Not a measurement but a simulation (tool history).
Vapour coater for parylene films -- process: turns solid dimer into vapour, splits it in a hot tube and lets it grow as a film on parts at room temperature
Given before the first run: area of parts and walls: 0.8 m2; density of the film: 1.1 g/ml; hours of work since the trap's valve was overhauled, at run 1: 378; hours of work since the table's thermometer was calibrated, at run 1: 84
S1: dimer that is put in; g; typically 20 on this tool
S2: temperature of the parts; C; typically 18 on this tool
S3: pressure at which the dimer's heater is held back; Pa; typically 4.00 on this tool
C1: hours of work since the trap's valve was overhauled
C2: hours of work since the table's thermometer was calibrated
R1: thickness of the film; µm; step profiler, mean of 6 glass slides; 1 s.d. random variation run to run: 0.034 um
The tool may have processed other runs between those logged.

Run 1, hour 0.0: usual settings; C1 378; C2 84. Result: R1 14.00 µm.
Run 2, hour 34.2: usual settings; C1 407; C2 113. Result: R1 13.98 µm.
Run 3, hour 59.3: usual settings; C1 429; C2 135. Result: R1 14.01 µm.
Run 4, hour 82.8: usual settings but S3 9.06 Pa; C1 449; C2 155. Result: R1 12.17 µm.
Run 5, hour 105.8: usual settings but S3 9.06 Pa; C1 469; C2 175. Result: R1 12.15 µm.
Run 6, hour 131.3: usual settings but S1 15 g; C1 490; C2 196. Result: R1 10.45 µm.
Run 7, hour 148.6: usual settings but S1 15 g; C1 505; C2 211. Result: R1 10.46 µm.
Run 8, hour 180.8: usual settings; C1 533; C2 239. Result: R1 13.95 µm.
Run 9, hour 210.0: usual settings but S2 28 C; C1 558; C2 264. Result: R1 10.84 µm.
Run 10, hour 235.6: usual settings; C1 580; C2 286. Result: R1 13.92 µm.
Run 11, hour 250.8: usual settings but S2 12 C; C1 593; C2 299. Result: R1 16.22 µm.
Run 12, hour 283.5: usual settings but S2 12 C; C1 621; C2 327. Result: R1 16.19 µm.
At hour 296.3: trap's valve overhauled.
Run 13, hour 317.7: usual settings but S2 12 C; C1 18; C2 353. Result: R1 16.33 µm.
Run 14, hour 340.7: usual settings but S2 12 C; C1 38; C2 372. Result: R1 16.31 µm.
Run 15, hour 361.4: usual settings but S2 12 C; C1 56; C2 390. Result: R1 16.22 µm.
Run 16, hour 394.5: usual settings but S2 12 C; C1 84; C2 418. Result: R1 16.26 µm.
Run 17, hour 426.4: usual settings but S2 12 C; C1 111; C2 446. Result: R1 16.27 µm.
Run 18, hour 446.9: usual settings but S2 12 C; C1 129; C2 463. Result: R1 16.20 µm.
Run 19, hour 480.2: usual settings but S3 11.29 Pa; C1 158; C2 492. Result: R1 11.74 µm.
Run 20, hour 501.0: usual settings but S1 9 g, S2 20 C, S3 8.46 Pa; C1 175; C2 510. Result: R1 5.29 µm.
Run 21, hour 526.3: usual settings but S1 9 g, S2 20 C, S3 5.12 Pa; C1 197; C2 531. Result: R1 5.75 µm.
Run 22, hour 556.6: usual settings but S1 9 g, S2 23 C, S3 5.12 Pa; C1 223; C2 557. Result: R1 5.30 µm.
Run 23, hour 572.8: usual settings but S1 8 g, S2 23 C, S3 4.66 Pa; C1 237; C2 571. Result: R1 4.83 µm.
Run 24, hour 597.2: usual settings but S1 8 g, S2 23 C, S3 4.66 Pa; C1 258; C2 592. Result: R1 4.84 µm.
Run 25, hour 612.8: usual settings but S2 16 C, S3 2.36 Pa; C1 271; C2 605. Result: R1 16.19 µm.
Run 26, hour 649.2: usual settings but S1 34 g, S3 10.18 Pa; C1 302; C2 637. Result: R1 20.30 µm.
Run 27, hour 669.8: usual settings but S1 34 g, S3 10.18 Pa; C1 320; C2 654. Result: R1 20.33 µm.
Run 28, hour 704.3: usual settings but S1 36 g, S2 16 C, S3 3.21 Pa; C1 349; C2 684. Result: R1 27.62 µm.
Run 29, hour 726.8: usual settings but S1 13 g, S2 25 C, S3 2.13 Pa; C1 369; C2 703. Result: R1 8.47 µm.
Run 30, hour 748.5: usual settings but S1 17 g, S2 30 C; C1 387; C2 722. Result: R1 8.83 µm.
Run 31, hour 769.1: usual settings but S1 17 g, S2 11 C, S3 9.69 Pa; C1 405; C2 739. Result: R1 12.19 µm.

What if the next run were any one of these 3? Each begins from the tool's condition after run 31:
Run A, hour 797.9: usual settings but S1 8 g, S2 14 C, S3 5.96 Pa; C1 430; C2 764. Result: R1 ?.
Run B, hour 797.9: usual settings but S1 27 g, S2 11 C, S3 5.63 Pa; C1 430; C2 764. Result: R1 ?.
Run C, hour 797.9: usual settings but S1 22 g, S2 12 C, S3 2.19 Pa; C1 430; C2 764. Result: R1 ?.

run     R1
  A   5.79
  B  21.23
  C  19.87
Stripped of hidden state, with their random variation kept, the same runs would have yielded:
run     R1
  A   5.79
  B  21.24
  C  19.88

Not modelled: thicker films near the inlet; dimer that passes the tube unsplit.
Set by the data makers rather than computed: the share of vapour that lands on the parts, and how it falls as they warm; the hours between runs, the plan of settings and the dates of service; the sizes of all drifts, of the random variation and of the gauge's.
